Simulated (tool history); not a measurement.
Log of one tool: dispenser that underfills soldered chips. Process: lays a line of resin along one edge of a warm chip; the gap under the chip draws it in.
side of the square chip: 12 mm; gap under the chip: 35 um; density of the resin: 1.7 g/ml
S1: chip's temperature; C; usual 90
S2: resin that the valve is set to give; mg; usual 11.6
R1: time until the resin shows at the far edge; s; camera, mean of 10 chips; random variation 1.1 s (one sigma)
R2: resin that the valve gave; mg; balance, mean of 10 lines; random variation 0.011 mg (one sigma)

run 1 hour=0.0 | S1=90 S2=11.6 | R1=183.0 R2=11.44
-- hour=1.4 new syringe of resin
-- hour=9.8 dispensing valve cleaned and set on the balance
run 2 hour=9.8 | S1=78 S2=11.6 | R1=274.0 R2=11.59
-- hour=13.6 new syringe of resin
run 3 hour=19.8 | S1=90 S2=11.6 | R1=148.9 R2=11.55
-- hour=24.6 new syringe of resin
run 4 hour=27.5 | S1=98 S2=11.6 | R1=91.3 R2=11.51
run 5 hour=34.7 | S1=88 S2=11.6 | R1=201.9 R2=11.52
-- hour=36.3 new syringe of resin
run 6 hour=45.2 | S1=90 S2=11.6 | R1=173.0 R2=11.47
-- hour=47.4 new syringe of resin
run 7 hour=53.9 | S1=90 S2=11.6 | R1=152.6 R2=11.47
-- hour=58.6 new syringe of resin
run 8 hour=64.7 | S1=90 S2=11.6 | R1=149.2 R2=11.43
-- hour=70.1 new syringe of resin
run 9 hour=73.7 | S1=96 S2=11.6 | R1=101.4 R2=11.37
-- hour=81.4 dispensing valve cleaned and set on the balance
-- hour=82.8 new syringe of resin
run 10 hour=84.5 | S1=96 S2=11.6 | R1=92.7 R2=11.64
-- hour=93.9 new syringe of resin
run 11 hour=96.4 | S1=90 S2=11.6 | R1=120.2 R2=11.62
run 12 hour=104.3 | S1=90 S2=12.8 | R1=174.6 R2=12.78
-- hour=105.2 new syringe of resin
run 13 hour=114.0 | S1=90 S2=12.8 | R1=166.0 R2=12.76
-- hour=116.7 new syringe of resin
run 14 hour=121.0 | S1=90 S2=12.8 | R1=131.6 R2=12.73
-- hour=128.1 new syringe of resin
run 15 hour=129.8 | S1=86 S2=10.1 | R1=147.7 R2=10.02
-- hour=140.0 new syringe of resin
run 16 hour=141.8 | S1=84 S2=12.8 | R1=154.1 R2=12.66
-- hour=151.3 new syringe of resin
-- hour=153.4 dispensing valve cleaned and set on the balance
run 17 hour=156.2 | S1=100 S2=11.2 | R1=86.8 R2=11.17

Run 18 comes next. What will it give?
run 18 hour=162.8 | S1=79 S2=12.6 | R1=? R2=?

{"run 18": {"R1": 294.8, "R2": 12.53}}
Without the tool's hidden state the same run would have given R1 177.8 s, R2 12.60 mg.
